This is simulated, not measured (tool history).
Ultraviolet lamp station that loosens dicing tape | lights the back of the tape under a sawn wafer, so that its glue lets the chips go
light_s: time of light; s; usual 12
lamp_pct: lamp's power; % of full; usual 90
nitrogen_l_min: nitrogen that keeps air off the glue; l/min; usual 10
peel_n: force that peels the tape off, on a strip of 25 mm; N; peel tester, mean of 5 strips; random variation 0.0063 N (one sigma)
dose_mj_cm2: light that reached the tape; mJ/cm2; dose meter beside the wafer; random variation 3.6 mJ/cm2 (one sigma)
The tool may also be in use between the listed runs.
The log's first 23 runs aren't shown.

run	hour	light_s	lamp_pct	nitrogen_l_min	peel_n	dose_mj_cm2
24	418.7	12	67	7	0.864	358
25	441.3	12	67	7	0.928	356
26	451.6	12	80	10	0.420	423
27	475.0	12	99	13	0.211	518
28	493.9	12	99	13	0.214	523
29	513.1	12	93	4	0.734	487
30	523.7	8	72	4	2.476	248
31	541.4	11	74	3	1.758	347
32	551.9	13	81	3	1.074	451
33	568.0	19	81	3	0.484	650
34	582.3	18	70	4	0.608	534
35	603.9	12	79	7	0.703	397
36	623.9	6	82	9	2.033	202
37	648.0	14	74	9	0.470	430
38	661.9	7	74	19	1.218	217
39	683.7	7	74	20	1.236	211
40	708.0	11	74	20	0.471	330
41	718.7	6	73	5	3.216	178
42	729.2	12	85	11	0.403	413
43	748.8	12	85	11	0.432	408

Forecast each of these 5 alternatives for the next run:
A	771.1	12	98	11	?	?
B	771.1	8	78	14	?	?
C	771.1	12	87	11	?	?
D	771.1	19	77	14	?	?
E	771.1	7	68	20	?	?

run	peel_n	dose_mj_cm2
A	0.297	467
B	1.155	251
C	0.407	415
D	0.169	585
E	1.569	188
Without the tool's hidden state the same runs would have given:
run	peel_n	dose_mj_cm2
A	0.149	646
B	0.566	346
C	0.187	574
D	0.124	808
E	0.824	260
